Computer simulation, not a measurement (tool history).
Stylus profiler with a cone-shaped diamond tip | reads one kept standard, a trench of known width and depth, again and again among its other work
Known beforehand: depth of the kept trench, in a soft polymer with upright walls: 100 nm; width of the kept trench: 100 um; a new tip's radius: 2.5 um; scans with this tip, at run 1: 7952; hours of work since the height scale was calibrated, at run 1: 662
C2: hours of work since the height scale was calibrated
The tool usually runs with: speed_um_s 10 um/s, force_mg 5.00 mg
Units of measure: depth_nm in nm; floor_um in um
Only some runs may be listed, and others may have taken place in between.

Run 1, day 0.000: usual settings; scans with this tip 7952; C2 662. Result: depth_nm 102.80 nm, floor_um 98.40 um.
Run 2, day 2.354: usual settings; scans with this tip 8386; C2 698. Result: depth_nm 102.82 nm, floor_um 98.37 um.
Run 3, day 4.050: usual settings; scans with this tip 8698; C2 724. Result: depth_nm 102.66 nm, floor_um 98.37 um.
Run 4, day 5.596: usual settings but speed_um_s 15 um/s; scans with this tip 8983; C2 748. Result: depth_nm 102.84 nm, floor_um 98.34 um.
Run 5, day 8.483: usual settings but speed_um_s 15 um/s, force_mg 3.37 mg; scans with this tip 9515; C2 792. Result: depth_nm 102.21 nm, floor_um 98.35 um.
Run 6, day 9.867: usual settings; scans with this tip 9770; C2 813. Result: depth_nm 102.79 nm, floor_um 98.35 um.
Run 7, day 13.058: usual settings; scans with this tip 10358; C2 862. Result: depth_nm 102.75 nm, floor_um 98.31 um.
Run 8, day 14.771: usual settings but force_mg 8.96 mg; scans with this tip 10675; C2 888. Result: depth_nm 104.11 nm, floor_um 98.30 um.
Run 9, day 16.142: usual settings but force_mg 8.96 mg; scans with this tip 10927; C2 909. Result: depth_nm 103.98 nm, floor_um 98.35 um.
Run 10, day 18.517: usual settings but force_mg 8.96 mg; scans with this tip 11365; C2 946. Result: depth_nm 104.08 nm, floor_um 98.27 um.
Run 11, day 21.083: usual settings but force_mg 8.96 mg; scans with this tip 11838; C2 985. Result: depth_nm 103.96 nm, floor_um 98.27 um.
Run 12, day 23.179: usual settings but force_mg 8.96 mg; scans with this tip 12224; C2 1017. Result: depth_nm 104.01 nm, floor_um 98.31 um.
Run 13, day 26.246: usual settings but force_mg 8.96 mg; scans with this tip 12790; C2 1064. Result: depth_nm 104.06 nm, floor_um 98.30 um.
Run 14, day 28.338: usual settings but force_mg 9.58 mg; scans with this tip 13175; C2 1096. Result: depth_nm 104.26 nm, floor_um 98.26 um.
Run 15, day 31.512: usual settings but force_mg 9.58 mg; scans with this tip 13760; C2 1145. Result: depth_nm 104.27 nm, floor_um 98.21 um.
Run 16, day 33.333: usual settings but force_mg 9.58 mg; scans with this tip 14096; C2 1173. Result: depth_nm 104.33 nm, floor_um 98.28 um.
Run 17, day 36.517: usual settings; scans with this tip 14683; C2 1222. Result: depth_nm 103.05 nm, floor_um 98.26 um.
Run 18, day 38.725: usual settings; scans with this tip 15090; C2 1256. Result: depth_nm 102.86 nm, floor_um 98.21 um.
Run 19, day 41.762: usual settings; scans with this tip 15649; C2 1302. Result: depth_nm 102.80 nm, floor_um 98.19 um.
Run 20, day 44.946: usual settings but force_mg 8.37 mg; scans with this tip 16236; C2 1351. Result: depth_nm 103.88 nm, floor_um 98.20 um.
Run 21, day 47.796: usual settings but force_mg 8.37 mg; scans with this tip 16761; C2 1395. Result: depth_nm 104.05 nm, floor_um 98.20 um.
Run 22, day 49.888: usual settings; scans with this tip 17147; C2 1427. Result: depth_nm 102.94 nm, floor_um 98.21 um.
Run 23, day 52.921: usual settings; scans with this tip 17707; C2 1474. Result: depth_nm 102.96 nm, floor_um 98.15 um.
At day 53.821: height scale calibrated on a step standard.
Run 24, day 55.625: usual settings; scans with this tip 18201; C2 28. Result: depth_nm 102.44 nm, floor_um 98.17 um.
Run 25, day 57.146: usual settings; scans with this tip 18482; C2 51. Result: depth_nm 102.50 nm, floor_um 98.14 um.
Run 26, day 59.550: usual settings but speed_um_s 29 um/s, force_mg 12.49 mg; scans with this tip 18925; C2 88. Result: depth_nm 104.75 nm, floor_um 98.04 um.
Run 27, day 61.962: usual settings but speed_um_s 5 um/s, force_mg 2.81 mg; scans with this tip 19369; C2 125. Result: depth_nm 101.55 nm, floor_um 98.12 um.
Run 28, day 64.250: usual settings but speed_um_s 5 um/s, force_mg 2.81 mg; scans with this tip 19790; C2 160. Result: depth_nm 101.62 nm, floor_um 98.14 um.
Run 29, day 66.092: usual settings but speed_um_s 5 um/s, force_mg 2.81 mg; scans with this tip 20131; C2 188. Result: depth_nm 101.70 nm, floor_um 98.13 um.
Run 30, day 69.092: usual settings but speed_um_s 19 um/s, force_mg 7.71 mg; scans with this tip 20683; C2 234. Result: depth_nm 103.52 nm, floor_um 98.11 um.
Run 31, day 70.708: usual settings but force_mg 1.95 mg; scans with this tip 20981; C2 259. Result: depth_nm 101.37 nm, floor_um 98.08 um.
Run 32, day 73.871: usual settings but speed_um_s 12 um/s, force_mg 2.85 mg; scans with this tip 21564; C2 308. Result: depth_nm 101.74 nm, floor_um 98.02 um.
Run 33, day 76.904: usual settings but force_mg 2.68 mg; scans with this tip 22123; C2 354. Result: depth_nm 101.71 nm, floor_um 98.06 um.
Run 34, day 79.412: usual settings but speed_um_s 12 um/s, force_mg 1.90 mg; scans with this tip 22586; C2 393. Result: depth_nm 101.32 nm, floor_um 98.01 um.
Run 35, day 80.779: usual settings but speed_um_s 12 um/s, force_mg 1.90 mg; scans with this tip 22838; C2 414. Result: depth_nm 101.47 nm, floor_um 97.99 um.
Run 36, day 82.883: usual settings but speed_um_s 8 um/s; scans with this tip 23225; C2 446. Result: depth_nm 102.60 nm, floor_um 98.02 um.
Run 37, day 84.479: usual settings but speed_um_s 9 um/s, force_mg 3.77 mg; scans with this tip 23520; C2 470. Result: depth_nm 102.13 nm, floor_um 98.00 um.
Run 38, day 87.238: usual settings but speed_um_s 11 um/s, force_mg 8.87 mg; scans with this tip 24028; C2 513. Result: depth_nm 103.86 nm, floor_um 98.05 um.
Run 39, day 89.467: usual settings but speed_um_s 6 um/s, force_mg 6.52 mg; scans with this tip 24438; C2 547. Result: depth_nm 103.15 nm, floor_um 98.04 um.
Run 40, day 90.946: usual settings but speed_um_s 6 um/s, force_mg 6.52 mg; scans with this tip 24711; C2 570. Result: depth_nm 103.06 nm, floor_um 98.00 um.
Run 41, day 92.988: usual settings but speed_um_s 6 um/s, force_mg 1.87 mg; scans with this tip 25088; C2 601. Result: depth_nm 101.52 nm, floor_um 97.96 um.
Run 42, day 95.133: usual settings but speed_um_s 6 um/s, force_mg 1.87 mg; scans with this tip 25483; C2 634. Result: depth_nm 101.47 nm, floor_um 98.01 um.
Run 43, day 97.417: usual settings but speed_um_s 14 um/s, force_mg 10.55 mg; scans with this tip 25904; C2 669. Result: depth_nm 104.41 nm, floor_um 97.97 um.
Run 44, day 100.392: usual settings but speed_um_s 14 um/s, force_mg 10.55 mg; scans with this tip 26452; C2 714. Result: depth_nm 104.27 nm, floor_um 97.91 um.
Run 45, day 103.246: usual settings but speed_um_s 3 um/s, force_mg 7.84 mg; scans with this tip 26979; C2 758. Result: depth_nm 103.63 nm, floor_um 98.01 um.
Run 46, day 104.829: usual settings but speed_um_s 20 um/s, force_mg 7.66 mg; scans with this tip 27271; C2 783. Result: depth_nm 103.53 nm, floor_um 97.98 um.

Predict each of these 3 candidate next runs independently; none follows another, all start after run 46:
Run A, day 106.112: usual settings but speed_um_s 16 um/s, force_mg 1.97 mg; scans with this tip 27507; C2 802. Result: depth_nm ?, floor_um ?.
Run B, day 106.112: usual settings but speed_um_s 12 um/s, force_mg 4.64 mg; scans with this tip 27507; C2 802. Result: depth_nm ?, floor_um ?.
Run C, day 106.112: usual settings but speed_um_s 13 um/s, force_mg 7.66 mg; scans with this tip 27507; C2 802. Result: depth_nm ?, floor_um ?.

run  depth_nm  floor_um
  A    101.51     97.89
  B    102.65     97.93
  C    103.54     97.98
With the hidden condition removed and each run's random variation left untouched, the same runs would have given:
run  depth_nm  floor_um
  A    101.29     98.51
  B    102.42     98.55
  C    103.31     98.59
